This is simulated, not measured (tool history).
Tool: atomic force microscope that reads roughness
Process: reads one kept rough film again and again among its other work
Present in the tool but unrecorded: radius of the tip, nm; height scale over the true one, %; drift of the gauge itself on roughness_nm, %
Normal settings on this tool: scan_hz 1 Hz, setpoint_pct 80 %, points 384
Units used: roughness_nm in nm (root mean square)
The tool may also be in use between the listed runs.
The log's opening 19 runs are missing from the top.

run,hour,scan_hz,setpoint_pct,points,pictures with this tip,hours of work since the height scale was calibrated,roughness_nm
20,1062,0.72,80,384,177,203,2.3
21,1138.7,1.66,80,384,272,260,2.115
22,1198.1,2.1,80,384,347,303,2.044
# hour 1213.2: new tip fitted
23,1249.9,2.1,80,384,46,341,2.133
24,1324.7,2.1,80,384,139,396,2.071
25,1362.1,2.1,80,384,186,424,2.091
26,1425.2,1,80,384,264,470,2.207
# hour 1506.2: new tip fitted
27,1506.2,1.5,78,313,0,530,2.218
28,1578.6,2.05,79,423,90,583,2.123
29,1648.6,1,76,384,178,635,2.265
30,1714.2,1,68,520,260,683,2.291
31,1773.7,0.94,80,613,334,727,2.193
# hour 1802.3: new tip fitted
32,1814.3,1.35,59,1015,15,756,2.363
33,1857,3.09,87,773,68,788,1.836
34,1919.6,3.09,87,773,147,834,1.832
35,1974,3.09,87,773,214,874,1.819
36,2043.1,3.09,68,1019,301,925,2.12
# hour 2097: new tip fitted
37,2097,3.09,68,1019,0,964,2.184
38,2153.1,1,57,384,70,1006,2.358
39,2227.6,3.14,82,384,163,1061,1.903
40,2269.5,1.01,84,721,216,1092,2.185
41,2314.7,1.75,64,721,272,1125,2.223
# hour 2389.6: new tip fitted
42,2389.6,1.75,64,721,0,1180,2.291
43,2470.7,2.45,70,566,101,1240,2.168
44,2519.6,2.45,70,566,162,1276,2.134

Predict the results of run 45:
45,2553,2.45,70,566,204,1300,?

Run 45 measured roughness_nm 2.136 nm (root mean square).
Take away the tool's hidden state, keep the run-to-run variation as it was, and the same run would have given roughness_nm 2.248 nm (root mean square).

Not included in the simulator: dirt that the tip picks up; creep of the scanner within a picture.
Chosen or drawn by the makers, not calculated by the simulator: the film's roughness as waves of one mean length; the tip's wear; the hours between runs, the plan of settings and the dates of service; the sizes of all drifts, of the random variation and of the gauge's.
